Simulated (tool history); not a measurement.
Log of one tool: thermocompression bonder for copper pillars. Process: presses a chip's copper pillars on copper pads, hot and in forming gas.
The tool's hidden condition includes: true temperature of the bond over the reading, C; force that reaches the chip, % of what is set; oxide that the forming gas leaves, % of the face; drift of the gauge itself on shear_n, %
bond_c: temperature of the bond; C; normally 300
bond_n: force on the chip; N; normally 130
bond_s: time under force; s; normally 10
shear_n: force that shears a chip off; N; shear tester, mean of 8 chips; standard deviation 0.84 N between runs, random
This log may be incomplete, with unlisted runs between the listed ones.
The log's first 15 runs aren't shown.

run    hour  bond_c  bond_n  bond_s  hours of work since the heater was calibrated  hours of work since the force cell was calibrated  hours of work since the gas filter was changed  shear_n
 16   673.6     300     130      10                                           1419                                               1345                                             298     66.5
 17   733.8     300     130       5                                           1446                                               1371                                             325     52.2
      750.3  -- forming gas filter changed
 18   779.2     300     130       5                                           1466                                               1391                                              13     53.9
 19   809.9     300     130       5                                           1479                                               1405                                              26     50.8
 20   841.9     298     130      10                                           1494                                               1419                                              41     66.8
 21   900.4     298     130      10                                           1520                                               1445                                              67     66.7
 22   959.5     298     130      10                                           1546                                               1471                                              93     65.4
 23  1002.1     298     130      10                                           1565                                               1490                                             112     66.5
 24  1045.4     298     130      10                                           1584                                               1509                                             131     65.8
 25  1078.8     321     193      10                                           1599                                               1524                                             146    104.3
     1132.1  -- heater calibrated with a thermocouple chip
 26  1132.1     300     165      10                                              0                                               1547                                             168       82
 27  1164.3     303     100      27                                             14                                               1561                                             183       78
 28  1203.7     300     190      20                                             32                                               1578                                             200    106.5
 29  1239.1     306     164      26                                             47                                               1594                                             216    108.5
 30  1298.7     306     164      13                                             74                                               1620                                             242     94.2
 31  1330.6     306     164      13                                             88                                               1635                                             256     92.6
 32  1370.7     306     164      13                                            106                                               1652                                             274     92.9
 33  1418.8     306     164      13                                            127                                               1674                                             295     93.6
 34  1461.6     306     164      13                                            146                                               1693                                             314     92.4
     1501.1  -- forming gas filter changed
 35  1502.2     306     164      13                                            164                                               1710                                               0     92.3
     1513.9  -- force cell calibrated
 36  1559.4     284     120      10                                            188                                                 20                                              25     50.3
 37  1609.3     270     173      14                                            210                                                 42                                              47     65.7
 38  1643.2     270     109      14                                            225                                                 57                                              62     42.9
 39    1675     329     111      28                                            240                                                 71                                              76    105.5
 40  1702.1     329     111      28                                            252                                                 83                                              88    104.4

Each row is a separate what-if for the run after 40, all from the same tool condition, not one after another. Results?
  A  1752.2     275     149      27                                            274                                                106                                             111        ?
  B  1752.2     329     159       8                                            274                                                106                                             111        ?
  C  1752.2     329     111       8                                            274                                                106                                             111        ?

run  shear_n
  A     77.8
  B     96.2
  C     75.1
The same runs, with their run-to-run variation unchanged, on a tool lacking any hidden condition would have given:
run  shear_n
  A     77.9
  B     96.3
  C     75.2
